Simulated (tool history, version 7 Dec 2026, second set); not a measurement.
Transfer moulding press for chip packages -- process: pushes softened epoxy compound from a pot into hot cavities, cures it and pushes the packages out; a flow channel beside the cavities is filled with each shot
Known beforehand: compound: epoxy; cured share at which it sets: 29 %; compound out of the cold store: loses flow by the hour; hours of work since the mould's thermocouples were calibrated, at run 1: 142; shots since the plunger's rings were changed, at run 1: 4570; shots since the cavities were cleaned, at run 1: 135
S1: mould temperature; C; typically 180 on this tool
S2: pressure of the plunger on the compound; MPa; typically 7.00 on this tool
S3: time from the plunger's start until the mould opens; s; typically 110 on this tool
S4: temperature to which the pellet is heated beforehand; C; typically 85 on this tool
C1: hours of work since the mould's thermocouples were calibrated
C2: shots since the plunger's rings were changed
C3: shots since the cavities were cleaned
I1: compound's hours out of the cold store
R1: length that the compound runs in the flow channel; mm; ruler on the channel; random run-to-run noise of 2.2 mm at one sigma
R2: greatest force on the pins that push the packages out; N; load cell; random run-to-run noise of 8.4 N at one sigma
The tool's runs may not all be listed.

| run | hour | S1 | S2 | S3 | S4 | C1 | C2 | C3 | I1 | R1 | R2 |
|---|---|---|---|---|---|---|---|---|---|---|---|
| 1 | 0.0 | 180 | 7.00 | 110 | 85 | 142 | 4570 | 135 | 26.2 | 782 | 523 |
| 2 | 7.0 | 180 | 7.00 | 110 | 85 | 147 | 4656 | 221 | 9.0 | 873 | 592 |
| 3 | 20.2 | 180 | 7.00 | 110 | 85 | 157 | 4817 | 382 | 20.0 | 808 | 699 |
|  | 24.7 | cavities cleaned with cleaning compound and waxed |
| 4 | 27.8 | 180 | 7.00 | 110 | 85 | 161 | 4892 | 38 | 11.0 | 855 | 451 |
| 5 | 39.7 | 180 | 7.00 | 110 | 85 | 170 | 5037 | 183 | 8.7 | 868 | 561 |
| 6 | 49.5 | 180 | 7.00 | 110 | 85 | 177 | 5156 | 302 | 25.1 | 780 | 629 |
| 7 | 57.9 | 180 | 7.00 | 144 | 85 | 183 | 5259 | 405 | 17.4 | 815 | 625 |
|  | 60.5 | cavities cleaned with cleaning compound and waxed |
| 8 | 71.1 | 180 | 7.72 | 144 | 85 | 192 | 5402 | 129 | 20.9 | 840 | 415 |
| 9 | 77.6 | 180 | 7.72 | 144 | 85 | 197 | 5482 | 209 | 29.3 | 796 | 483 |
| 10 | 84.0 | 180 | 7.72 | 144 | 85 | 202 | 5559 | 286 | 10.2 | 900 | 532 |
| 11 | 91.4 | 180 | 7.72 | 144 | 85 | 207 | 5650 | 377 | 22.5 | 827 | 583 |
|  | 96.4 | cavities cleaned with cleaning compound and waxed |
| 12 | 105.9 | 180 | 7.72 | 144 | 85 | 217 | 5808 | 116 | 24.0 | 823 | 430 |
| 13 | 112.9 | 180 | 7.72 | 92 | 85 | 222 | 5894 | 202 | 35.3 | 760 | 730 |
|  | 116.3 | plunger's sealing rings changed |
| 14 | 121.4 | 180 | 7.72 | 92 | 85 | 226 | 63 | 275 | 22.6 | 873 | 831 |
| 15 | 130.1 | 188 | 5.42 | 110 | 85 | 233 | 169 | 381 | 14.2 | 752 | 581 |
|  | 135.0 | cavities cleaned with cleaning compound and waxed |
| 16 | 141.6 | 188 | 5.42 | 110 | 91 | 240 | 291 | 80 | 38.8 | 641 | 409 |
| 17 | 150.4 | 188 | 5.42 | 110 | 91 | 246 | 399 | 188 | 41.3 | 633 | 495 |
| 18 | 164.0 | 180 | 7.00 | 110 | 90 | 256 | 565 | 354 | 39.0 | 746 | 659 |
|  | 171.2 | cavities cleaned with cleaning compound and waxed |
| 19 | 178.3 | 180 | 7.00 | 94 | 90 | 266 | 721 | 87 | 18.2 | 854 | 602 |
| 20 | 189.0 | 180 | 7.00 | 94 | 90 | 274 | 852 | 218 | 11.0 | 888 | 737 |
| 21 | 202.0 | 180 | 7.00 | 94 | 90 | 283 | 1010 | 376 | 16.3 | 857 | 848 |
|  | 207.1 | cavities cleaned with cleaning compound and waxed |
| 22 | 212.7 | 185 | 7.00 | 110 | 80 | 290 | 1123 | 68 | 42.2 | 720 | 404 |
| 23 | 224.5 | 181 | 5.27 | 121 | 95 | 299 | 1267 | 212 | 44.2 | 621 | 522 |
| 24 | 233.2 | 180 | 7.00 | 112 | 85 | 305 | 1373 | 318 | 24.2 | 814 | 625 |
|  | 243.7 | cavities cleaned with cleaning compound and waxed |
| 25 | 243.7 | 184 | 6.62 | 138 | 86 | 312 | 1483 | 0 | 30.9 | 752 | 335 |
| 26 | 256.1 | 180 | 5.84 | 129 | 80 | 321 | 1634 | 151 | 23.0 | 749 | 500 |

Difference, measured minus no-hidden-state, one row per run. Run-to-run variation is common to both terms; the gauge's own scatter need not be:
What the log doesn't record here: true mould temperature over the reading, C; pressure that reaches the compound, % of what is set; grip of the stained cavities, % over clean ones'; drift of the gauge itself on flow_mm, %; drift of the gauge itself on push_out_n, %.
| run | R1 | R2 |
|---|---|---|
| 1 | -39 | +138 |
| 2 | -45 | +204 |
| 3 | -43 | +303 |
| 4 | -46 | +53 |
| 5 | -48 | +176 |
| 6 | -44 | +247 |
| 7 | -47 | +277 |
| 8 | -49 | +105 |
| 9 | -48 | +162 |
| 10 | -55 | +204 |
| 11 | -52 | +249 |
| 12 | -52 | +106 |
| 13 | -49 | +234 |
| 14 | -3 | +314 |
| 15 | -3 | +256 |
| 16 | -3 | +77 |
| 17 | -4 | +156 |
| 18 | -6 | +274 |
| 19 | -8 | +115 |
| 20 | -10 | +249 |
| 21 | -11 | +360 |
| 22 | -9 | +68 |
| 23 | -9 | +178 |
| 24 | -13 | +251 |
| 25 | -12 | +9 |
| 26 | -14 | +143 |
